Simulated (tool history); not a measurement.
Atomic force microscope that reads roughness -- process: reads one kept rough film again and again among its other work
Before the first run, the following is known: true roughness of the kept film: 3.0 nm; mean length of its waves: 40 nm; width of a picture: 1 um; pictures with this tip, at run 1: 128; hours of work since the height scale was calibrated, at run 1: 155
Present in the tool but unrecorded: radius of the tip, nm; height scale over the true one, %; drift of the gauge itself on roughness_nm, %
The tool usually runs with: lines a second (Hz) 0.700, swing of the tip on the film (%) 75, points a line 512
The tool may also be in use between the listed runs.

run,day,lines a second (Hz),swing of the tip on the film (%),points a line,pictures with this tip,hours of work since the height scale was calibrated,roughness of the kept film (nm (root mean square))
1,0.000,0.700,75,512,128,155,2.835
2,0.542,0.700,75,541,145,164,2.845
3,0.912,0.700,75,512,157,170,2.835
4,1.608,0.700,75,512,178,181,2.822
# day 1.792: new tip fitted
5,2.271,0.700,75,512,15,191,2.846
6,2.921,0.700,75,512,35,202,2.838
7,3.500,0.700,75,512,53,211,2.840
8,4.225,0.700,75,512,75,223,2.841
9,4.954,0.700,75,512,98,234,2.828
10,5.408,0.700,75,512,112,242,2.812
11,6.088,0.700,75,512,132,252,2.832
12,6.671,0.700,75,512,150,262,2.840
13,7.079,0.700,75,512,163,268,2.850
# day 7.758: new tip fitted
14,7.758,0.700,75,512,0,279,2.840
15,8.167,0.700,75,512,13,285,2.833
16,8.783,0.700,75,512,32,295,2.824
17,9.192,0.700,75,512,45,302,2.834
18,9.738,0.700,75,512,61,310,2.826
19,10.054,0.700,75,512,71,315,2.827
20,10.550,0.700,75,963,86,323,2.833
21,11.054,0.700,62,963,102,332,2.864
22,11.621,0.700,75,715,119,341,2.853
23,12.271,0.700,75,512,139,351,2.849
24,12.583,0.700,64,512,149,356,2.849
25,12.967,0.700,64,512,161,362,2.835
26,13.625,0.545,64,405,181,373,2.853
# day 13.712: new tip fitted
27,14.154,0.545,78,746,14,381,2.833
28,14.825,0.743,69,258,35,391,2.813
29,15.371,0.804,74,418,51,400,2.818
30,16.104,1.999,56,512,74,412,2.834
31,16.638,1.999,56,512,90,420,2.826
32,17.300,3.643,80,512,111,431,2.601
33,17.608,0.642,75,471,120,436,2.835
34,18.283,1.929,80,532,141,447,2.744
35,18.846,1.929,80,532,158,456,2.714
36,19.508,1.364,70,330,179,466,2.797
# day 19.654: new tip fitted
37,19.900,1.857,71,330,7,472,2.796
38,20.271,0.700,57,512,19,478,2.863
39,20.612,0.804,84,512,29,484,2.799
40,20.921,1.547,58,293,39,489,2.845
41,21.633,2.477,75,512,61,500,2.709
42,22.004,2.476,64,573,72,506,2.800
43,22.621,2.476,64,573,91,516,2.797
44,23.300,0.614,59,268,112,527,2.843
45,23.829,1.636,68,566,128,535,2.814
46,24.350,1.636,68,566,144,544,2.807
47,24.842,1.258,77,452,160,551,2.793
48,25.504,1.258,77,452,180,562,2.778

Each row is a separate what-if for the run after 48, all from the same tool condition, not one after another. Results?
# day 25.612: new tip fitted
A,26.004,0.700,76,512,12,570,?
# day 25.612: new tip fitted
B,26.004,0.893,58,512,12,570,?
# day 25.612: new tip fitted
C,26.004,0.591,74,982,12,570,?
# day 25.612: new tip fitted
D,26.004,2.362,75,512,12,570,?

run,roughness of the kept film (nm (root mean square))
A,2.822
B,2.876
C,2.854
D,2.735
The same runs, with their run-to-run variation unchanged, on a tool lacking any hidden condition would have given:
run,roughness of the kept film (nm (root mean square))
A,2.823
B,2.876
C,2.854
D,2.735
